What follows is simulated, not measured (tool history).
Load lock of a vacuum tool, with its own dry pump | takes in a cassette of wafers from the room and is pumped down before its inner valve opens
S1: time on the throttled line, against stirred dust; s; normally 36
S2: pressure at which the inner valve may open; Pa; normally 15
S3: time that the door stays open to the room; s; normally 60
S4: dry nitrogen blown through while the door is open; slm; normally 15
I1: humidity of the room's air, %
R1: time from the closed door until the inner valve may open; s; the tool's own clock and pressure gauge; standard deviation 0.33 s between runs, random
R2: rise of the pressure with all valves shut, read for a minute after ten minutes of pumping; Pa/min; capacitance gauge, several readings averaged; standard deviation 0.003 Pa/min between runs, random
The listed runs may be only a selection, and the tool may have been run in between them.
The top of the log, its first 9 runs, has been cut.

run	hour	S1	S2	S3	S4	I1	R1	R2
10	1181.9	36	15	60	16	48.5	66.5	0.121
11	1286.8	36	15	54	15	46.1	66.8	0.112
12	1388.7	36	15	60	15	44.7	66.8	0.118
13	1480.3	36	15	60	15	44.7	67.1	0.119
14	1616.8	36	26	60	15	48.0	64.3	0.124
15	1719.2	36	26	60	15	44.6	63.9	0.128
16	1836.0	36	26	60	15	45.1	64.4	0.135
17	1953.6	36	26	60	15	46.5	64.0	0.131
18	2071.7	36	15	60	5	42.8	66.6	0.145
19	2146.2	36	22	60	15	44.1	64.7	0.140
20	2310.4	36	22	60	15	42.7	65.3	0.141
21	2422.6	48	16	127	15	46.8	75.6	0.167
22	2533.3	21	17	60	24	40.9	55.9	0.141
23	2649.4	38	15	112	15	45.3	68.4	0.171
24	2745.7	36	15	60	10	43.1	67.1	0.159
25	2892.0	29	29	60	19	42.4	58.8	0.144
26	3009.5	29	29	60	19	44.0	59.1	0.155

The next listed run, before its measurement:
27	3124.8	30	24	37	5	46.5	?	?

R1: 60.2 s
R2: 0.168 Pa/min
With no hidden state in the tool, this same run would have given R1 57.7 s, R2 0.044 Pa/min.
